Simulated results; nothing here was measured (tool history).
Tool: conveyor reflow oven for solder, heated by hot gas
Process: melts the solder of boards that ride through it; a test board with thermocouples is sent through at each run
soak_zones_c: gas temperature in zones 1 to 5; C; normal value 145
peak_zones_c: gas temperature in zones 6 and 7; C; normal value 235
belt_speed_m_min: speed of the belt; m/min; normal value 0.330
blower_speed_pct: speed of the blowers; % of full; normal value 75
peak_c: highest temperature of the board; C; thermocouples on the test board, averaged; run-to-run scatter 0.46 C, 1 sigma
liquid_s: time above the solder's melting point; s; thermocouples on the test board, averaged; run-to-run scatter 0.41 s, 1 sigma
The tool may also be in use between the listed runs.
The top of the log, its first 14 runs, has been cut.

run	hour	soak_zones_c	peak_zones_c	belt_speed_m_min	blower_speed_pct	hours of work since the flux was cleaned out	hours of work since the belt drive was overhauled	hours of work since the thermocouples were changed	peak_c	liquid_s
15	439.5	145	235	0.393	75	195	46	783	212.0	65.1
16	470.5	145	235	0.393	75	217	68	806	212.2	64.9
17	509.8	133	235	0.390	75	246	97	834	208.9	56.4
18	531.9	158	235	0.390	75	262	113	850	215.0	75.6
19	562.2	158	235	0.390	75	284	135	872	214.2	75.3
20	592.7	145	226	0.330	75	306	157	894	208.5	76.3
# hour 598.5: thermocouples of zones 6 and 7 changed
21	636.2	146	226	0.323	75	336	187	27	211.6	80.4
22	672.4	145	235	0.330	52	362	213	54	210.4	75.9
# hour 684.6: flux residue cleaned out of gas plates and filters
23	709.3	145	235	0.330	52	18	237	77	213.4	78.9
24	731.1	145	242	0.373	76	34	252	93	223.6	80.3
25	751.8	145	224	0.373	76	49	267	108	207.9	64.3
26	785.7	156	235	0.312	75	73	292	132	222.3	104.6
27	822.5	141	237	0.330	75	100	319	159	221.8	87.8
28	865.2	141	237	0.330	75	131	350	190	220.3	87.2
29	896.1	140	232	0.297	73	153	372	212	218.6	94.5
30	936.0	145	239	0.330	75	182	401	241	222.3	91.3

3 options for the next run, each taken on its own from the tool as it stands now. Forecast them:
A	974.5	145	249	0.343	75	210	429	269	?	?
B	974.5	145	239	0.264	75	210	429	269	?	?
C	974.5	134	241	0.330	75	210	429	269	?	?

run	peak_c	liquid_s
A	230.4	94.2
B	229.1	121.8
C	223.2	85.3
With the hidden condition removed and each run's random variation left untouched, the same runs would have given:
run	peak_c	liquid_s
A	233.0	95.4
B	231.2	122.8
C	225.9	87.4

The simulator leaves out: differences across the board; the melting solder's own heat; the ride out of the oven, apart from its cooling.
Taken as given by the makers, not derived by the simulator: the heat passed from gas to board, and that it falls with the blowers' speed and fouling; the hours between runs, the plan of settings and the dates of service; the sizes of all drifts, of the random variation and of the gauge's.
